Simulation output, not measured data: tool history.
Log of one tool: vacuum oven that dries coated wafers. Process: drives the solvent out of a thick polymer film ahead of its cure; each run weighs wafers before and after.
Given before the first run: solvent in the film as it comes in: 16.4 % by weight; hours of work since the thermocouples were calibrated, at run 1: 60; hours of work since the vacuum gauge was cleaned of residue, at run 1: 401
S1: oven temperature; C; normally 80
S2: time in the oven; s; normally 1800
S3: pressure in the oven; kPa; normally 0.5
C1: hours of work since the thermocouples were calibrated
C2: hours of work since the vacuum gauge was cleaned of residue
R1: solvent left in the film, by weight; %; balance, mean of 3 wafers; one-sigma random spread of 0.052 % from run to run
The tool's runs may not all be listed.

run   hour  S1    S2     S3   C1   C2    R1
  1      0  80  1800    0.5   60  401  1.47
  2   19.9  80  1800    0.5   76  417  1.47
  3   38.4  80  1800    0.5   90  432  1.34
  4   52.2  80  1800    0.5  101  443  1.32
  5   71.9  80  1800    0.5  117  458  1.32
  6   82.2  80  1800  1.159  125  467  1.79
  7   91.3  80  1800  1.159  132  474  1.82
  8  103.7  80  1800    0.5  142  484  1.41
  9  118.4  80  1800  1.952  154  495  2.35
 10  133.7  80  1800    0.5  166  507  1.41
 11  143.8  80  1800    0.5  174  515  1.35
 12  154.3  80  1800    0.5  182  524   1.4
 13  172.3  80  1800    0.5  196  538   1.4
 14  188.2  77  1080    0.5  209  550  3.93
 15    205  77  1080    0.5  222  564  3.88
 16  221.6  77  1080    0.5  235  577  3.88
 17  230.2  77  1080    0.5  242  584  4.08
 18  247.7  80  3120  0.332  256  598   0.6
 19  262.1  80  1680  1.071  267  609  2.04
 20  273.3  75  3000  0.964  276  618  1.44
 21  286.1  75  3000  0.964  286  628  1.46
 22  303.1  89  2760  0.458  300  641  0.41
 23    319  89  2760  0.458  312  654  0.31
 24  338.9  79  1260  1.447  328  670  3.46

For run 25, what comes out?
 25  347.5  79  1260  1.447  335  677   ?

{"run 25": {"R1": 3.44}}
Without the tool's hidden state the same run would have given R1 3.14 %.

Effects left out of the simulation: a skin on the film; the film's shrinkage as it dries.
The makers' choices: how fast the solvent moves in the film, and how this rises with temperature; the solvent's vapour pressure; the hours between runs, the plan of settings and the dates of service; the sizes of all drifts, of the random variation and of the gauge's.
